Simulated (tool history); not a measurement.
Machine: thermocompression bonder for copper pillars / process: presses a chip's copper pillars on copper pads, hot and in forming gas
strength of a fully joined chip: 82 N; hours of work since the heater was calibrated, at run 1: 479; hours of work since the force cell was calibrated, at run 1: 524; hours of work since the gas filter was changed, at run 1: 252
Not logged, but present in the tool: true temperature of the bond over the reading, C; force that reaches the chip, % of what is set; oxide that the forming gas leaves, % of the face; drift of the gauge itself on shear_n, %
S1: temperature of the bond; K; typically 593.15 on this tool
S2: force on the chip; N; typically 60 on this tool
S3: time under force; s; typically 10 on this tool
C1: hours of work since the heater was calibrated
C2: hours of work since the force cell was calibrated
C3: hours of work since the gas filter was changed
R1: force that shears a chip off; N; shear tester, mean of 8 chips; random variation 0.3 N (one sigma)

Run 1, hour 0: usual settings; C1 479; C2 524; C3 252. Result: R1 30.9 N.
Run 2, hour 14.3: usual settings; C1 488; C2 534; C3 262. Result: R1 30.2 N.
Run 3, hour 34: usual settings; C1 501; C2 547; C3 275. Result: R1 30.3 N.
Run 4, hour 45.4: usual settings; C1 509; C2 554; C3 282. Result: R1 30.3 N.
Run 5, hour 58.2: usual settings; C1 518; C2 563; C3 291. Result: R1 30.3 N.
Run 6, hour 78.1: usual settings; C1 531; C2 576; C3 304. Result: R1 29.8 N.
Run 7, hour 93: usual settings; C1 541; C2 586; C3 314. Result: R1 30.6 N.
At hour 98.3: forming gas filter changed.
Run 8, hour 103.4: usual settings; C1 547; C2 592; C3 3. Result: R1 31.8 N.
Run 9, hour 122.6: usual settings but S2 39 N; C1 560; C2 605; C3 16. Result: R1 19.6 N.
Run 10, hour 138.2: usual settings; C1 570; C2 616; C3 26. Result: R1 32.2 N.
Run 11, hour 151.9: usual settings but S2 84 N; C1 579; C2 625; C3 36. Result: R1 44.4 N.
Run 12, hour 168: usual settings but S2 84 N; C1 590; C2 635; C3 46. Result: R1 44.8 N.
Run 13, hour 185.7: usual settings but S2 84 N; C1 602; C2 647; C3 58. Result: R1 44 N.
Run 14, hour 194.2: usual settings but S1 578.15 K; C1 607; C2 653; C3 64. Result: R1 27 N.
Run 15, hour 211.2: usual settings but S1 607.15 K; C1 619; C2 664; C3 75. Result: R1 36.9 N.
Run 16, hour 228.2: usual settings but S1 607.15 K; C1 630; C2 675; C3 86. Result: R1 36.8 N.
Run 17, hour 238.6: usual settings but S1 607.15 K; C1 637; C2 682; C3 93. Result: R1 36.9 N.
Run 18, hour 255.7: usual settings; C1 648; C2 693; C3 104. Result: R1 31.6 N.
Run 19, hour 271.8: usual settings but S2 77 N; C1 659; C2 704; C3 115. Result: R1 40.1 N.
At hour 274.9: force cell calibrated.
Run 20, hour 284.4: usual settings; C1 666; C2 6; C3 122. Result: R1 31.4 N.
Run 21, hour 304: usual settings; C1 679; C2 19; C3 135. Result: R1 30.9 N.
At hour 314.1: force cell calibrated, once more.
Run 22, hour 314.9: usual settings but S1 586.15 K, S2 71 N, S3 16 s; C1 685; C2 1; C3 142. Result: R1 42.5 N.
Run 23, hour 327.9: usual settings but S2 40 N; C1 694; C2 9; C3 150. Result: R1 20.7 N.
Run 24, hour 337.5: usual settings but S3 29 s; C1 700; C2 16; C3 157. Result: R1 46.9 N.
Run 25, hour 350.9: usual settings but S2 71 N, S3 24 s; C1 709; C2 24; C3 165. Result: R1 50.7 N.
Run 26, hour 362.1: usual settings but S2 71 N, S3 24 s; C1 717; C2 32; C3 173. Result: R1 50.7 N.
Run 27, hour 378.8: usual settings but S1 619.15 K, S2 69 N, S3 16 s; C1 728; C2 43; C3 184. Result: R1 53.6 N.
Run 28, hour 396.8: usual settings but S2 44 N, S3 5 s; C1 740; C2 55; C3 196. Result: R1 17.2 N.
Run 29, hour 411.9: usual settings but S2 44 N, S3 5 s; C1 750; C2 65; C3 206. Result: R1 17.3 N.
Run 30, hour 424.5: usual settings but S2 66 N, S3 16 s; C1 758; C2 73; C3 214. Result: R1 41.9 N.
Run 31, hour 434.9: usual settings but S2 83 N, S3 16 s; C1 765; C2 80; C3 221. Result: R1 51.6 N.
Run 32, hour 450.8: usual settings but S2 83 N, S3 16 s; C1 775; C2 91; C3 232. Result: R1 50.5 N.
Run 33, hour 465.4: usual settings but S1 570.15 K, S2 63 N; C1 785; C2 100; C3 241. Result: R1 26.6 N.
Run 34, hour 479.9: usual settings but S1 570.15 K, S2 63 N; C1 795; C2 110; C3 251. Result: R1 25.6 N.
Run 35, hour 493.9: usual settings but S1 609.15 K, S2 67 N, S3 9 s; C1 804; C2 119; C3 260. Result: R1 39.8 N.
Run 36, hour 506.7: usual settings but S1 591.15 K, S2 36 N, S3 19 s; C1 812; C2 128; C3 269. Result: R1 23.4 N.
Run 37, hour 526.2: usual settings but S1 590.15 K, S2 44 N, S3 29 s; C1 825; C2 141; C3 282. Result: R1 34 N.
Run 38, hour 543.7: usual settings but S1 614.15 K, S2 44 N, S3 28 s; C1 837; C2 152; C3 293. Result: R1 41.7 N.
At hour 548.4: heater calibrated with a thermocouple chip.
Run 39, hour 557.6: usual settings but S1 614.15 K, S2 44 N, S3 28 s; C1 6; C2 160; C3 301. Result: R1 38.5 N.

The same runs without the tool's hidden state, with the same run-to-run variation:
run    R1
  1  31.4
  2  30.7
  3  30.9
  4  30.9
  5    31
  6  30.5
  7  31.3
  8  30.7
  9  18.9
 10  31.2
 11  43.3
 12  43.7
 13    43
 14  26.1
 15  36.1
 16  36.1
 17  36.2
 18  30.9
 19  39.4
 20  31.1
 21  30.5
 22  40.5
 23  19.4
 24    45
 25  49.1
 26  49.1
 27  52.5
 28  16.1
 29  16.3
 30  40.4
 31  50.4
 32  49.4
 33  25.1
 34  24.2
 35  38.7
 36  22.3
 37  32.8
 38  40.9
 39    41
